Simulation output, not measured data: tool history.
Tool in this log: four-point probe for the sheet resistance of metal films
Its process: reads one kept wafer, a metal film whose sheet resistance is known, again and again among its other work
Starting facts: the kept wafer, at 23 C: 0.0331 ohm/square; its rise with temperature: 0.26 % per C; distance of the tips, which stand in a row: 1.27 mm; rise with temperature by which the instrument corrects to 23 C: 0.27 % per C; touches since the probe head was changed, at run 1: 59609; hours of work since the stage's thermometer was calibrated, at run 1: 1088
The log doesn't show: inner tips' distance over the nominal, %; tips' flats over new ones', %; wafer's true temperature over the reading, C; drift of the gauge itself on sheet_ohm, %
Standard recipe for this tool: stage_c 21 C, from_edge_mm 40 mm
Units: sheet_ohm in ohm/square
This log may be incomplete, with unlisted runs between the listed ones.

run	hour	stage_c	from_edge_mm	touches since the probe head was changed	hours of work since the stage's thermometer was calibrated	sheet_ohm
1	0	21	40	59609	1088	0.033389
2	36	21	40	61606	1115	0.033387
3	88.4	21	40	64512	1155	0.033391
4	174.1	21	40	69267	1220	0.033404
5	247.8	21	40	73350	1276	0.033417
6	285.4	29	40	75437	1304	0.033398
7	348.5	21	40	78938	1352	0.033418
8	390	20	40	81239	1384	0.033446
9	445.4	31	40	84310	1426	0.033441
10	486.3	31	40	86578	1457	0.033422
11	521.7	31	40	88542	1484	0.033429
12	606.3	31	40	93236	1548	0.033433
13	668.9	31	40	96709	1596	0.033444
14	718.6	21	26	99464	1634	0.033491
15	788	21	26	103312	1686	0.033494
16	872.9	21	26	108020	1751	0.033519
17	922.1	21	40	110750	1788	0.033509
18	958.5	18	8	112768	1816	0.033931
19	1029.6	18	8	116714	1870	0.03395
20	1081.3	27	7	119580	1909	0.034074
21	1116.6	20	15	121539	1936	0.033636
# hour 1139.4: stage's thermometer calibrated
22	1180.6	23	4	125060	31	0.03517
23	1220.4	27	38	127268	62	0.033487
24	1288.5	27	38	131042	113	0.033495
25	1336.1	22	51	133682	149	0.033489
26	1402.9	28	74	137389	200	0.033488
27	1445	32	18	139722	232	0.033574
28	1487.3	31	19	142067	264	0.033575
29	1536.1	25	4	144774	301	0.035215
30	1621	28	3	149483	366	0.036431
31	1699.1	28	3	153817	425	0.036427
32	1740	27	3	156086	457	0.036449
33	1813.3	27	8	160149	512	0.033986

3 ways to go on from here, each from the tool as it stands after run 33. What would each give?
A	1864.1	26	16	162967	551	?
B	1864.1	28	23	162967	551	?
C	1864.1	28	8	162967	551	?

run	sheet_ohm
A	0.033651
B	0.033578
C	0.033986
Without the tool's hidden state the same runs would have given:
run	sheet_ohm
A	0.033201
B	0.033129
C	0.033532

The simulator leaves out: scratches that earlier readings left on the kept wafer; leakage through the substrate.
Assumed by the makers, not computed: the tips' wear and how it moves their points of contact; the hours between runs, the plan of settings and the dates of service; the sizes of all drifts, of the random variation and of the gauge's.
